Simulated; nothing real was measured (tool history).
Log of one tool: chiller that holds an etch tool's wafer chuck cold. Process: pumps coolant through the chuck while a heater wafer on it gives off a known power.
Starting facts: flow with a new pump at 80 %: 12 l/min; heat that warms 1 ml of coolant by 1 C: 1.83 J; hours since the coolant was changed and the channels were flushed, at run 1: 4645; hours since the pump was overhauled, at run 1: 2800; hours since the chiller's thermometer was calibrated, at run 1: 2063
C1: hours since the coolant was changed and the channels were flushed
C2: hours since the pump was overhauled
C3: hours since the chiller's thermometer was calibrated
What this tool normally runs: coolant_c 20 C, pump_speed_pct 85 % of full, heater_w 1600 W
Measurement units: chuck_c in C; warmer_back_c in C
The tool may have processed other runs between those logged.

{"run": 1, "hour": 0.0, "coolant_c": 20, "pump_speed_pct": 85, "heater_w": 1600, "C1": 4645, "C2": 2800, "C3": 2063, "chuck_c": 38.9, "warmer_back_c": 4.24}
{"run": 2, "hour": 98.8, "coolant_c": 20, "pump_speed_pct": 64, "heater_w": 1600, "C1": 4743, "C2": 2899, "C3": 2162, "chuck_c": 41.7, "warmer_back_c": 5.6}
{"run": 3, "hour": 204.6, "coolant_c": 20, "pump_speed_pct": 99, "heater_w": 1600, "C1": 4849, "C2": 3004, "C3": 2267, "chuck_c": 37.8, "warmer_back_c": 3.66}
{"run": 4, "hour": 269.4, "coolant_c": 20, "pump_speed_pct": 99, "heater_w": 1600, "C1": 4914, "C2": 3069, "C3": 2332, "chuck_c": 37.7, "warmer_back_c": 3.65}
{"run": 5, "hour": 379.5, "coolant_c": 20, "pump_speed_pct": 85, "heater_w": 1600, "C1": 5024, "C2": 3179, "C3": 2442, "chuck_c": 39.0, "warmer_back_c": 4.28}
{"run": 6, "hour": 461.8, "coolant_c": 20, "pump_speed_pct": 85, "heater_w": 1600, "C1": 5106, "C2": 3261, "C3": 2525, "chuck_c": 39.3, "warmer_back_c": 4.27}
{"run": 7, "hour": 517.0, "coolant_c": 20, "pump_speed_pct": 85, "heater_w": 1600, "C1": 5162, "C2": 3317, "C3": 2580, "chuck_c": 39.1, "warmer_back_c": 4.29}
{"run": 8, "hour": 614.0, "coolant_c": 20, "pump_speed_pct": 85, "heater_w": 1600, "C1": 5259, "C2": 3414, "C3": 2677, "chuck_c": 39.3, "warmer_back_c": 4.3}
{"run": 9, "hour": 726.0, "coolant_c": 20, "pump_speed_pct": 85, "heater_w": 1600, "C1": 5371, "C2": 3526, "C3": 2789, "chuck_c": 39.3, "warmer_back_c": 4.28}
{"run": 10, "hour": 788.8, "coolant_c": 20, "pump_speed_pct": 85, "heater_w": 1600, "C1": 5433, "C2": 3589, "C3": 2852, "chuck_c": 39.3, "warmer_back_c": 4.3}
{"run": 11, "hour": 871.5, "coolant_c": 20, "pump_speed_pct": 85, "heater_w": 1600, "C1": 5516, "C2": 3671, "C3": 2934, "chuck_c": 39.3, "warmer_back_c": 4.34}
{"run": 12, "hour": 944.1, "coolant_c": 20, "pump_speed_pct": 85, "heater_w": 1600, "C1": 5589, "C2": 3744, "C3": 3007, "chuck_c": 39.6, "warmer_back_c": 4.3}
{"run": 13, "hour": 1052.5, "coolant_c": 20, "pump_speed_pct": 97, "heater_w": 1595, "C1": 5697, "C2": 3852, "C3": 3115, "chuck_c": 38.5, "warmer_back_c": 3.7}
{"run": 14, "hour": 1151.3, "coolant_c": 20, "pump_speed_pct": 77, "heater_w": 1997, "C1": 5796, "C2": 3951, "C3": 3214, "chuck_c": 45.7, "warmer_back_c": 5.91}
{"hour": 1158.8, "done": "chiller's thermometer calibrated"}
{"run": 15, "hour": 1220.0, "coolant_c": 19, "pump_speed_pct": 64, "heater_w": 1732, "C1": 5864, "C2": 4019, "C3": 61, "chuck_c": 43.5, "warmer_back_c": 6.21}
{"run": 16, "hour": 1338.5, "coolant_c": 11, "pump_speed_pct": 72, "heater_w": 861, "C1": 5982, "C2": 4137, "C3": 180, "chuck_c": 23.0, "warmer_back_c": 2.73}
{"run": 17, "hour": 1438.2, "coolant_c": 11, "pump_speed_pct": 81, "heater_w": 861, "C1": 6082, "C2": 4237, "C3": 279, "chuck_c": 22.4, "warmer_back_c": 2.44}
{"run": 18, "hour": 1521.3, "coolant_c": 10, "pump_speed_pct": 61, "heater_w": 1600, "C1": 6165, "C2": 4320, "C3": 363, "chuck_c": 33.5, "warmer_back_c": 6.02}
{"run": 19, "hour": 1642.2, "coolant_c": 13, "pump_speed_pct": 92, "heater_w": 1600, "C1": 6286, "C2": 4441, "C3": 483, "chuck_c": 32.5, "warmer_back_c": 3.98}
{"run": 20, "hour": 1706.0, "coolant_c": 13, "pump_speed_pct": 92, "heater_w": 1600, "C1": 6350, "C2": 4505, "C3": 547, "chuck_c": 32.6, "warmer_back_c": 4.01}
{"run": 21, "hour": 1783.8, "coolant_c": 23, "pump_speed_pct": 81, "heater_w": 983, "C1": 6427, "C2": 4583, "C3": 625, "chuck_c": 36.0, "warmer_back_c": 2.8}

Below, some changes in chuck_c between adjacent runs. For each, the amount present without the hidden state too (settings, incoming material, random variation) and the amount remaining for the hidden state with gauge scatter not shared by both compared results:
Hidden state present: heat passed by the chuck's channels, % of clean ones'; flow at a given pump speed, % of a new pump's; coolant's true temperature over the reading, C; drift of the gauge itself on chuck_c, C; drift of the gauge itself on warmer_back_c, C.
Run 15 -> 16: coolant_c 19 -> 11, pump_speed_pct 64 -> 72, heater_w 1732 -> 861. chuck_c -20.5 C: hidden state -1.8, all else -18.7.
Run 17 -> 18: coolant_c 11 -> 10, pump_speed_pct 81 -> 61, heater_w 861 -> 1600. chuck_c +11.1 C: hidden state +1.9, all else +9.2.

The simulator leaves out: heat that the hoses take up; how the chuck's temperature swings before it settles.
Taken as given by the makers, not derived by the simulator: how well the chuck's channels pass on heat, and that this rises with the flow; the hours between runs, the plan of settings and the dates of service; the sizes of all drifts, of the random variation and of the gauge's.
